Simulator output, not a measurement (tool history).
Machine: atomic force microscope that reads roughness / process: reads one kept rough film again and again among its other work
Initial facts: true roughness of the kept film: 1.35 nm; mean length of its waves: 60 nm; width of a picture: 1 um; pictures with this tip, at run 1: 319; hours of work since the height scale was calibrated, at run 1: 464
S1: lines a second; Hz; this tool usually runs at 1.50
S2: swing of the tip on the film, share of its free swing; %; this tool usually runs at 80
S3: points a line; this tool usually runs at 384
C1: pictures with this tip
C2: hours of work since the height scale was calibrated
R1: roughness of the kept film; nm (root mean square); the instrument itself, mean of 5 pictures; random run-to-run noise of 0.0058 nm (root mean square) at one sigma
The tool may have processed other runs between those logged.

run     day    S1  S2   S3   C1   C2     R1
  1   0.000  1.50  80  384  319  464  1.174
      0.825  -- new tip fitted
  2   0.825  1.50  80  384    0  476  1.216
  3   1.462  1.50  60  384   30  485  1.269
  4   2.183  1.50  60  384   64  496  1.274
  5   2.804  1.50  80  343   93  505  1.201
  6   3.238  1.50  80  638  113  511  1.198
  7   3.671  1.50  64  638  133  517  1.251
  8   4.200  1.50  64  638  158  525  1.252
  9   4.754  1.50  64  638  183  533  1.241
 10   5.267  3.80  80  384  207  541  1.063
      5.379  -- height scale calibrated on a step standard
 11   5.729  3.80  80  384  227    5  1.066
 12   6.346  1.50  63  384  256   14  1.227
 13   7.192  1.50  80  606  295   27  1.157
 14   7.683  1.50  80  606  318   34  1.159
      8.508  -- new tip fitted
 15   8.550  1.50  80  606    2   46  1.214
      8.796  -- height scale calibrated on a step standard, once more
 16   9.083  2.14  59  713   25    4  1.275
 17   9.583  2.63  83  434   48   12  1.129
 18   9.933  1.51  65  833   64   17  1.274
 19  10.775  1.46  68  274  104   29  1.254
 20  11.154  3.99  60  274  121   35  1.211
 21  11.746  1.77  62  274  149   43  1.263
 22  12.146  1.26  62  416  167   49  1.258
 23  12.971  2.15  62  416  206   61  1.244
 24  13.412  1.50  68  384  226   68  1.227

Run 25 is up next; what results do you expect?
 25  13.783  1.13  80  384  244  73   ?

Logged for run 25: R1 1.221 nm (root mean square).
Without the tool's hidden state the same run would have given R1 1.262 nm (root mean square).

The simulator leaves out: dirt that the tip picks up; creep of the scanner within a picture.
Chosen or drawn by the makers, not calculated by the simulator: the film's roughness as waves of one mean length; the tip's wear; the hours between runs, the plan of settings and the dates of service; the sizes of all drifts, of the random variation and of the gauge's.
